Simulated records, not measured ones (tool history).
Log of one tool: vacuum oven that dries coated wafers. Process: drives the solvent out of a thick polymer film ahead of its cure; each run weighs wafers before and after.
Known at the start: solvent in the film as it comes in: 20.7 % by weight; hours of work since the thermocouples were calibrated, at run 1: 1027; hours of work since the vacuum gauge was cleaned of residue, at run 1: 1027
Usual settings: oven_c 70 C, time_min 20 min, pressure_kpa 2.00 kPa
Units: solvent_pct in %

run,hour,oven_c,time_min,pressure_kpa,hours of work since the thermocouples were calibrated,hours of work since the vacuum gauge was cleaned of residue,solvent_pct
1,0.0,70,20,2.00,1027,1027,1.89
2,72.7,70,20,2.00,1067,1067,1.95
3,136.9,70,14,2.00,1102,1102,2.93
4,229.4,70,14,2.00,1153,1153,2.88
5,305.0,70,14,2.00,1194,1194,2.90
# hour 367.8: oven's thermocouples calibrated
6,367.8,70,14,2.00,0,1228,2.77
7,430.0,70,16,2.00,34,1262,2.39
8,522.7,70,16,2.00,85,1313,2.30
9,611.8,70,16,2.00,134,1362,2.29
10,683.0,70,12,2.00,173,1401,3.19
11,726.6,70,12,2.00,197,1425,3.30
12,788.9,65,20,2.00,231,1459,3.17
13,831.6,65,20,2.00,255,1482,3.25
14,895.1,70,20,2.00,290,1517,1.80
# hour 905.3: oven's thermocouples calibrated, once more
15,977.7,70,20,2.00,40,1561,2.07
16,1044.7,70,20,2.46,77,1598,2.46
17,1131.9,70,20,1.06,124,1646,1.53
18,1199.4,70,20,2.00,161,1683,2.09
19,1253.4,70,11,2.00,191,1713,4.24
20,1316.1,70,11,2.00,226,1747,4.32
21,1398.0,70,11,2.00,271,1792,4.24
22,1486.6,70,11,2.00,319,1841,4.27
23,1531.5,70,11,2.00,344,1865,4.21
24,1577.2,70,11,2.00,369,1891,4.19
25,1617.2,70,20,2.00,391,1912,2.14
26,1667.7,70,20,2.00,419,1940,2.08
27,1756.9,58,21,7.47,468,1989,11.12
28,1830.8,70,14,7.47,508,2030,6.02
29,1876.5,66,26,2.71,533,2055,2.99
30,1923.2,57,18,3.64,559,2081,9.69
31,2007.4,80,14,5.51,605,2127,2.46
32,2085.5,57,24,2.72,648,2170,7.56
33,2138.2,57,11,1.35,677,2199,10.56
34,2229.2,81,21,5.33,727,2249,2.19
35,2323.1,70,17,2.00,778,2300,2.42
36,2413.4,70,17,2.00,828,2350,2.43
37,2509.1,64,20,1.47,881,2402,3.64
38,2560.9,59,23,1.66,909,2431,5.64
39,2607.6,59,23,1.66,935,2456,5.57
40,2654.3,78,20,2.00,960,2482,1.13
# hour 2668.9: vacuum gauge cleaned of residue and calibrated
41,2710.3,56,20,1.60,990,23,7.47
42,2789.9,56,20,1.60,1034,66,7.46
43,2844.0,57,20,7.74,1064,96,11.29
44,2901.9,60,20,2.00,1095,128,5.45
45,2973.7,61,22,2.00,1135,167,4.45
46,3031.4,82,13,2.00,1167,199,0.74

Forecast each of these 5 alternatives for the next run:
A,3093.3,70,21,2.00,1201,233,?
B,3093.3,82,27,2.42,1201,233,?
C,3093.3,71,11,2.11,1201,233,?
D,3093.3,80,12,1.09,1201,233,?
E,3093.3,70,27,1.66,1201,233,?

run,solvent_pct
A,1.55
B,0.84
C,3.25
D,0.57
E,1.15
Without the tool's hidden state the same runs would have given:
run,solvent_pct
A,1.88
B,0.88
C,3.96
D,0.71
E,1.34

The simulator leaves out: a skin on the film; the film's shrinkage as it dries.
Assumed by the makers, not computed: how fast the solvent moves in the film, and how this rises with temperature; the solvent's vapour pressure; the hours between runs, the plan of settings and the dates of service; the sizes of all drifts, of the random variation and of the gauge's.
